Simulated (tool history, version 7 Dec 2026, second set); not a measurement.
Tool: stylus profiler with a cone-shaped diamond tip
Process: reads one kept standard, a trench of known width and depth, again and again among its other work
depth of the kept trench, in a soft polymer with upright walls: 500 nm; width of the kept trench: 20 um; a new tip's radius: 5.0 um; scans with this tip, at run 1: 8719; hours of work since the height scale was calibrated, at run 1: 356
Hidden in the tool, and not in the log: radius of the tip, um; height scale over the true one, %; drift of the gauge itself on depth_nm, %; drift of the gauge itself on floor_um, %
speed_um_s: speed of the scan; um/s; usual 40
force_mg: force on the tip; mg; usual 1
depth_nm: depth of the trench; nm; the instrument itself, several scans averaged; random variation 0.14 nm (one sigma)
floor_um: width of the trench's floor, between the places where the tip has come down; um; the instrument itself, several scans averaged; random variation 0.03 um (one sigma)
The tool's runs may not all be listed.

run,hour,speed_um_s,force_mg,scans with this tip,hours of work since the height scale was calibrated,depth_nm,floor_um
1,0,40,1,8719,356,502.87,13.76
2,41.2,40,1,8929,387,503.14,13.7
3,74.2,40,1,9096,411,503.07,13.69
4,136.1,40,1,9411,458,503.15,13.68
5,202.1,40,1,9746,507,503.51,13.63
6,264.2,40,1,10062,554,503.33,13.59
7,328.9,40,1,10391,603,503.46,13.47
8,372.3,40,1,10611,635,503.55,13.43
9,454.1,40,1,11028,697,503.28,13.34
10,500.6,40,1,11264,732,503.67,13.35
11,547.5,40,1,11502,767,503.31,13.31
12,613.1,40,1,11836,816,503.77,13.3
13,664,40,0.34,12094,854,502.51,13.04
14,740.9,65,2.39,12485,912,505.93,13.21
# hour 762.4: height scale calibrated on a step standard
15,784.1,40,0.88,12703,16,502.23,13.13
16,823.5,40,0.88,12903,46,502.2,13.14
17,883.8,40,0.88,13209,91,502.57,13.09
18,958.6,26,2.08,13590,147,504.17,13.1
19,1000.2,122,2.81,13801,179,505.26,12.81
20,1070.6,122,2.81,14159,232,505.4,12.74
21,1133.5,122,2.81,14479,279,505.2,12.73
22,1215.2,122,1.37,14894,340,503.61,12.51
23,1283.8,100,1,15243,392,502.65,12.4
24,1354.3,26,0.67,15601,445,502.69,12.78
25,1421.6,26,0.67,15943,495,502.75,12.76
26,1501.4,14,2.6,16349,555,505.41,12.82

Forecast each of these 4 alternatives for the next run:
# hour 1526: new tip fitted, height scale calibrated
A,1549.9,20,1,121,18,?,?
# hour 1526: new tip fitted, height scale calibrated
B,1549.9,13,1.22,121,18,?,?
# hour 1526: new tip fitted, height scale calibrated
C,1549.9,49,1,121,18,?,?
# hour 1526: new tip fitted, height scale calibrated
D,1549.9,23,1.8,121,18,?,?

run,depth_nm,floor_um
A,502.51,15.45
B,502.91,15.45
C,502.58,15.22
D,503.83,15.41
Without the tool's hidden state the same runs would have given:
run,depth_nm,floor_um
A,502.63,15.54
B,503.02,15.55
C,502.7,15.31
D,503.95,15.51
